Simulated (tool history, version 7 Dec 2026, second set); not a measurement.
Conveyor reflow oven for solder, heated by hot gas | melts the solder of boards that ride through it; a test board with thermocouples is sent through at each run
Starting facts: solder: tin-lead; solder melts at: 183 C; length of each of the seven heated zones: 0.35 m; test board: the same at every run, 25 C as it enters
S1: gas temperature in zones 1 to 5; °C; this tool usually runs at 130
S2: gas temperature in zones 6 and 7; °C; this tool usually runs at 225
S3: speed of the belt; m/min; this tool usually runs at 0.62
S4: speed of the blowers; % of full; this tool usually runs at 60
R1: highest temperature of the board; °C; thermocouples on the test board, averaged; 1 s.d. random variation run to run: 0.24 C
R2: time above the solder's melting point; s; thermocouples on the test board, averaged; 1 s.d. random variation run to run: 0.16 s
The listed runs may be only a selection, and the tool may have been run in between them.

run	day	S1	S2	S3	S4	R1	R2
1	0	130	225	0.62	60	209.4	43
2	0.742	130	225	0.62	60	209.4	43.1
3	1.412	135	225	0.62	60	210.1	45.2
4	1.838	130	225	0.62	60	209.2	43
5	2.212	130	225	0.62	60	209.6	42.8
# day 2.821: flux residue cleaned out of gas plates and filters
6	2.821	130	225	0.62	60	210.8	44.3
7	3.208	130	225	0.62	60	211	44.2
8	3.821	130	225	0.62	60	210.6	44.2
9	4.546	130	225	0.62	60	211	44.3
10	5.125	130	225	0.62	60	211.2	44.6
11	5.571	130	225	0.62	60	210.4	44.4
12	5.962	130	225	0.62	60	210.5	44.2
13	6.533	130	225	0.62	60	210.3	44.3
14	6.975	130	225	0.62	60	210.4	44.4
15	7.417	130	225	0.62	60	210.6	44.1
# day 7.633: belt drive overhauled, speed set with a stopwatch
16	8.079	130	230	0.62	59	215	47.4
17	8.996	130	230	0.62	59	214.3	47.5
18	9.521	130	230	0.62	59	215	47.6
19	9.988	122	236	0.718	60	213.7	37.4
20	10.533	122	236	0.718	60	213.8	37.4
# day 11.1: belt drive overhauled, speed set with a stopwatch, once more
21	11.438	136	228	0.62	60	213.7	48.3
22	11.971	136	240	0.62	57	223.7	54.7
23	12.629	136	240	0.62	57	223.9	54.7
24	13.404	134	225	0.673	67	209.6	40.4
25	14.117	130	220	0.615	58	205.1	39.7
26	14.946	130	220	0.615	58	204.8	39.6
27	15.629	134	230	0.615	87	219.6	53
28	16.329	130	228	0.62	69	214.5	47.3
29	17.029	130	225	0.634	60	209.3	41.5
30	17.429	130	225	0.634	60	208.9	41.9

Forecast each of these 3 alternatives for the next run:
A	18.108	130	218	0.654	73	?	?
B	18.108	137	225	0.614	56	?	?
C	18.108	130	225	0.624	60	?	?

run	R1	R2
A	204.8	37
B	210	46.5
C	209.9	42.4
Stripped of hidden state, with their random variation kept, the same runs would have yielded:
run	R1	R2
A	205.9	38.3
B	211.1	47.5
C	211.1	43.5
